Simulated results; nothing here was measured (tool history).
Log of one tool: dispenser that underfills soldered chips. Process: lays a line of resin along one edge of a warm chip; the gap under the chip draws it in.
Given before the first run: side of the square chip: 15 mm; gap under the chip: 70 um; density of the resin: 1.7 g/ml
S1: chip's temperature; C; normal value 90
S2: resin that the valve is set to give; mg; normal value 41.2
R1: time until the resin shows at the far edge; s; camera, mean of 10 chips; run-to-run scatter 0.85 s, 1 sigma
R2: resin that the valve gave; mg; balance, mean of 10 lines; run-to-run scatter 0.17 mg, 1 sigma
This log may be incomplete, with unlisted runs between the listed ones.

run,hour,S1,S2,R1,R2
1,0.0,90,41.2,120.8,39.18
# hour 2.0: new syringe of resin
2,6.3,103,41.2,55.1,39.11
3,12.6,103,41.2,71.0,39.29
# hour 13.8: new syringe of resin
4,19.4,90,41.2,104.6,38.67
5,24.8,90,41.2,127.9,38.59
# hour 25.5: new syringe of resin
6,30.5,90,41.2,103.6,38.55
# hour 37.2: new syringe of resin
7,37.5,90,41.2,87.0,38.35
# hour 43.2: dispensing valve cleaned and set on the balance
8,43.2,90,41.2,101.0,41.22
9,48.5,90,41.2,121.4,41.16
# hour 50.0: new syringe of resin
10,53.7,88,41.2,107.0,40.79
11,58.9,90,41.2,116.8,40.71
# hour 61.5: new syringe of resin
12,66.6,90,40.2,101.8,39.77
13,70.9,90,45.8,120.5,44.84
# hour 73.0: new syringe of resin
14,74.5,90,45.8,89.9,44.56
15,81.7,90,45.8,115.5,44.86
# hour 85.0: new syringe of resin
16,85.6,90,45.8,87.7,44.55
17,90.3,101,41.2,63.4,40.10
18,95.0,101,51.8,74.0,50.44
# hour 96.6: new syringe of resin
19,99.4,101,44.9,56.7,43.44
20,102.7,91,52.5,97.6,50.49
21,106.4,93,39.8,106.0,38.34
# hour 108.4: new syringe of resin
22,114.1,91,40.6,98.1,38.62
# hour 120.3: new syringe of resin
23,121.1,80,47.1,137.9,45.03
24,128.0,80,47.1,175.4,44.84
# hour 132.0: new syringe of resin
25,134.8,81,36.8,153.5,34.75
26,138.5,81,51.1,166.4,47.76
27,142.4,84,36.5,174.7,34.18
# hour 143.7: new syringe of resin
28,146.5,79,45.5,160.7,42.56
29,154.0,79,45.5,212.7,42.56
# hour 155.5: new syringe of resin
30,161.7,79,48.8,181.9,45.29
# hour 167.6: dispensing valve cleaned and set on the balance
# hour 168.3: new syringe of resin
31,169.9,102,48.7,52.2,48.30
32,173.9,88,35.6,120.6,35.27
# hour 179.8: new syringe of resin
33,179.8,100,37.6,55.2,37.20
34,183.0,100,37.6,62.9,36.93
35,189.4,100,52.2,75.3,51.57

Predict each of these 4 candidate next runs independently; none follows another, all start after run 35:
# hour 191.4: new syringe of resin
A,197.2,100,47.7,?,?
# hour 191.4: new syringe of resin
B,197.2,100,42.5,?,?
# hour 191.4: new syringe of resin
C,197.2,90,38.3,?,?
# hour 191.4: new syringe of resin
D,197.2,94,50.5,?,?

run,R1,R2
A,68.2,46.82
B,69.5,41.59
C,111.9,37.55
D,88.3,49.51
Take away the tool's hidden state, keep each run's random variation, and the runs would have read:
run,R1,R2
A,50.2,47.72
B,50.8,42.39
C,81.5,38.27
D,64.5,50.47
